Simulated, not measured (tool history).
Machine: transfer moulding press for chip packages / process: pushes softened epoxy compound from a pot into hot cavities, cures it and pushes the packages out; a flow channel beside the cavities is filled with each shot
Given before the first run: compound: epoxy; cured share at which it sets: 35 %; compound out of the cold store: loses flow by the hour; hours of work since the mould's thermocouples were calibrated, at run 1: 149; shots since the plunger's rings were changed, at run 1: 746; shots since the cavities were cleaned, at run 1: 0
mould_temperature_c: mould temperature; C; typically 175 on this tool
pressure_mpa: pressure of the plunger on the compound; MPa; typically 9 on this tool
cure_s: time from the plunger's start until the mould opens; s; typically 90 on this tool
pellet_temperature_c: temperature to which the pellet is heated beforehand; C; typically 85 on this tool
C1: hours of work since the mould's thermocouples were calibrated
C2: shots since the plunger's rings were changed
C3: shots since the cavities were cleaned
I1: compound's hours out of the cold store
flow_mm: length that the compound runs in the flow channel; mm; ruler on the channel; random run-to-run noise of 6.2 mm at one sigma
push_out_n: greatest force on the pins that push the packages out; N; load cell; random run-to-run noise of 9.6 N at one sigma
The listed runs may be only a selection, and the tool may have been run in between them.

{"run": 1, "hour": 0.0, "mould_temperature_c": 175, "pressure_mpa": 9, "cure_s": 90, "pellet_temperature_c": 85, "C1": 149, "C2": 746, "C3": 0, "I1": 44.4, "flow_mm": 743, "push_out_n": 413}
{"run": 2, "hour": 17.7, "mould_temperature_c": 175, "pressure_mpa": 9, "cure_s": 78, "pellet_temperature_c": 85, "C1": 163, "C2": 997, "C3": 251, "I1": 18.1, "flow_mm": 876, "push_out_n": 695}
{"run": 3, "hour": 32.3, "mould_temperature_c": 175, "pressure_mpa": 9, "cure_s": 78, "pellet_temperature_c": 85, "C1": 174, "C2": 1203, "C3": 457, "I1": 25.8, "flow_mm": 832, "push_out_n": 736}
{"run": 4, "hour": 46.2, "mould_temperature_c": 175, "pressure_mpa": 9, "cure_s": 78, "pellet_temperature_c": 85, "C1": 185, "C2": 1399, "C3": 653, "I1": 12.6, "flow_mm": 900, "push_out_n": 839}
{"run": 5, "hour": 71.5, "mould_temperature_c": 175, "pressure_mpa": 9, "cure_s": 78, "pellet_temperature_c": 85, "C1": 205, "C2": 1757, "C3": 1011, "I1": 26.8, "flow_mm": 814, "push_out_n": 879}
{"hour": 80.0, "done": "cavities cleaned with cleaning compound and waxed"}
{"run": 6, "hour": 91.8, "mould_temperature_c": 179, "pressure_mpa": 9, "cure_s": 90, "pellet_temperature_c": 85, "C1": 220, "C2": 2023, "C3": 167, "I1": 13.1, "flow_mm": 867, "push_out_n": 491}
{"run": 7, "hour": 113.2, "mould_temperature_c": 179, "pressure_mpa": 9, "cure_s": 90, "pellet_temperature_c": 85, "C1": 237, "C2": 2324, "C3": 468, "I1": 27.8, "flow_mm": 801, "push_out_n": 589}
{"run": 8, "hour": 126.3, "mould_temperature_c": 181, "pressure_mpa": 9, "cure_s": 90, "pellet_temperature_c": 85, "C1": 247, "C2": 2509, "C3": 653, "I1": 15.9, "flow_mm": 839, "push_out_n": 639}
{"run": 9, "hour": 142.9, "mould_temperature_c": 181, "pressure_mpa": 9, "cure_s": 90, "pellet_temperature_c": 85, "C1": 260, "C2": 2745, "C3": 889, "I1": 12, "flow_mm": 856, "push_out_n": 663}
{"hour": 160.5, "done": "cavities cleaned with cleaning compound and waxed"}
{"run": 10, "hour": 161.5, "mould_temperature_c": 181, "pressure_mpa": 9, "cure_s": 90, "pellet_temperature_c": 85, "C1": 274, "C2": 2987, "C3": 14, "I1": 32.4, "flow_mm": 758, "push_out_n": 414}
{"run": 11, "hour": 183.3, "mould_temperature_c": 181, "pressure_mpa": 9, "cure_s": 90, "pellet_temperature_c": 85, "C1": 291, "C2": 3294, "C3": 321, "I1": 23.2, "flow_mm": 791, "push_out_n": 550}
{"hour": 187.4, "done": "mould's thermocouples calibrated"}
{"run": 12, "hour": 205.3, "mould_temperature_c": 181, "pressure_mpa": 9, "cure_s": 90, "pellet_temperature_c": 85, "C1": 14, "C2": 3577, "C3": 604, "I1": 35.1, "flow_mm": 734, "push_out_n": 624}
{"run": 13, "hour": 221.2, "mould_temperature_c": 175, "pressure_mpa": 9, "cure_s": 90, "pellet_temperature_c": 85, "C1": 27, "C2": 3801, "C3": 828, "I1": 13.5, "flow_mm": 875, "push_out_n": 766}
{"run": 14, "hour": 231.4, "mould_temperature_c": 175, "pressure_mpa": 6.85, "cure_s": 103, "pellet_temperature_c": 85, "C1": 35, "C2": 3947, "C3": 974, "I1": 45.4, "flow_mm": 613, "push_out_n": 700}
{"hour": 243.7, "done": "mould's thermocouples calibrated, once more"}
{"hour": 245.2, "done": "cavities cleaned with cleaning compound and waxed"}
{"run": 15, "hour": 259.4, "mould_temperature_c": 178, "pressure_mpa": 7.38, "cure_s": 91, "pellet_temperature_c": 94, "C1": 11, "C2": 4292, "C3": 200, "I1": 25.7, "flow_mm": 701, "push_out_n": 523}
{"hour": 279.5, "done": "plunger's sealing rings changed"}
{"run": 16, "hour": 279.5, "mould_temperature_c": 178, "pressure_mpa": 8.91, "cure_s": 87, "pellet_temperature_c": 83, "C1": 25, "C2": 0, "C3": 449, "I1": 19.2, "flow_mm": 856, "push_out_n": 615}
{"run": 17, "hour": 293.5, "mould_temperature_c": 178, "pressure_mpa": 8.91, "cure_s": 87, "pellet_temperature_c": 83, "C1": 36, "C2": 198, "C3": 647, "I1": 15.9, "flow_mm": 871, "push_out_n": 679}
{"run": 18, "hour": 306.5, "mould_temperature_c": 178, "pressure_mpa": 8.91, "cure_s": 87, "pellet_temperature_c": 83, "C1": 46, "C2": 382, "C3": 831, "I1": 8.2, "flow_mm": 915, "push_out_n": 709}
{"run": 19, "hour": 317.3, "mould_temperature_c": 182, "pressure_mpa": 7.4, "cure_s": 90, "pellet_temperature_c": 85, "C1": 55, "C2": 534, "C3": 983, "I1": 17.8, "flow_mm": 774, "push_out_n": 683}
{"hour": 327.8, "done": "cavities cleaned with cleaning compound and waxed"}
{"run": 20, "hour": 337.9, "mould_temperature_c": 175, "pressure_mpa": 7.33, "cure_s": 80, "pellet_temperature_c": 91, "C1": 70, "C2": 805, "C3": 143, "I1": 39.6, "flow_mm": 694, "push_out_n": 552}
{"run": 21, "hour": 356.1, "mould_temperature_c": 175, "pressure_mpa": 7.57, "cure_s": 91, "pellet_temperature_c": 91, "C1": 84, "C2": 1062, "C3": 400, "I1": 20.7, "flow_mm": 784, "push_out_n": 629}
{"run": 22, "hour": 367.0, "mould_temperature_c": 183, "pressure_mpa": 9.76, "cure_s": 91, "pellet_temperature_c": 94, "C1": 93, "C2": 1216, "C3": 554, "I1": 28.5, "flow_mm": 812, "push_out_n": 603}
{"run": 23, "hour": 388.0, "mould_temperature_c": 175, "pressure_mpa": 8.29, "cure_s": 90, "pellet_temperature_c": 85, "C1": 109, "C2": 1513, "C3": 851, "I1": 39.6, "flow_mm": 724, "push_out_n": 726}
{"run": 24, "hour": 401.2, "mould_temperature_c": 174, "pressure_mpa": 9.7, "cure_s": 77, "pellet_temperature_c": 86, "C1": 119, "C2": 1698, "C3": 1036, "I1": 45.3, "flow_mm": 770, "push_out_n": 892}
{"hour": 409.6, "done": "cavities cleaned with cleaning compound and waxed"}
{"run": 25, "hour": 414.8, "mould_temperature_c": 169, "pressure_mpa": 9.58, "cure_s": 105, "pellet_temperature_c": 81, "C1": 129, "C2": 1870, "C3": 74, "I1": 30, "flow_mm": 856, "push_out_n": 525}
{"run": 26, "hour": 427.6, "mould_temperature_c": 175, "pressure_mpa": 10.71, "cure_s": 90, "pellet_temperature_c": 91, "C1": 139, "C2": 2051, "C3": 255, "I1": 36.1, "flow_mm": 845, "push_out_n": 553}

For each entry between runs, how does the tool's hidden state at the last listed run before it compare with that at the first listed run after it?
Runs 5 to 6: cavities cleaned with cleaning compound and waxed (hour 80)
  true mould temperature over the reading, C: -0.64 -> -0.67; pressure that reaches the compound, % of what is set: 94.61 -> 93.76; grip of the stained cavities, % over clean ones': 73.6 -> 19.7
  what was measured, less what the result would be without the hidden state, flow_mm: -20 -> -26 mm; push_out_n: +392 -> +83 N
Runs 9 to 10: cavities cleaned with cleaning compound and waxed (hour 160.5)
  true mould temperature over the reading, C: -0.75 -> -0.77; pressure that reaches the compound, % of what is set: 91.73 -> 91.03; grip of the stained cavities, % over clean ones': 70.5 -> 3.3
  what was measured, less what the result would be without the hidden state, flow_mm: -34 -> -33 mm; push_out_n: +275 -> +15 N
Runs 11 to 12: mould's thermocouples calibrated (hour 187.4)
  true mould temperature over the reading, C: -0.81 -> -1.21; pressure that reaches the compound, % of what is set: 90.19 -> 89.32; grip of the stained cavities, % over clean ones': 37.3 -> 57.1
  what was measured, less what the result would be without the hidden state, flow_mm: -38 -> -38 mm; push_out_n: +150 -> +230 N
Runs 14 to 15: mould's thermocouples calibrated, once more (hour 243.7); cavities cleaned with cleaning compound and waxed (hour 245.2)
  true mould temperature over the reading, C: -1.25 -> -0.21; pressure that reaches the compound, % of what is set: 88.23 -> 87.25; grip of the stained cavities, % over clean ones': 73.9 -> 25.6
  what was measured, less what the result would be without the hidden state, flow_mm: -35 -> -49 mm; push_out_n: +303 -> +107 N
Runs 15 to 16: plunger's sealing rings changed (hour 279.5)
  true mould temperature over the reading, C: -0.21 -> -0.23; pressure that reaches the compound, % of what is set: 87.25 -> 99.55; grip of the stained cavities, % over clean ones': 25.6 -> 47
  what was measured, less what the result would be without the hidden state, flow_mm: -49 -> -1 mm; push_out_n: +107 -> +199 N
Runs 19 to 20: cavities cleaned with cleaning compound and waxed (hour 327.8)
  true mould temperature over the reading, C: -0.3 -> -0.33; pressure that reaches the compound, % of what is set: 97.97 -> 97.2; grip of the stained cavities, % over clean ones': 74.7 -> 19.1
  what was measured, less what the result would be without the hidden state, flow_mm: -7 -> -8 mm; push_out_n: +291 -> +95 N
Runs 24 to 25: cavities cleaned with cleaning compound and waxed (hour 409.6)
  true mould temperature over the reading, C: -0.43 -> -0.44; pressure that reaches the compound, % of what is set: 94.75 -> 94.23; grip of the stained cavities, % over clean ones': 75.3 -> 12.3
  what was measured, less what the result would be without the hidden state, flow_mm: -19 -> -23 mm; push_out_n: +395 -> +65 N
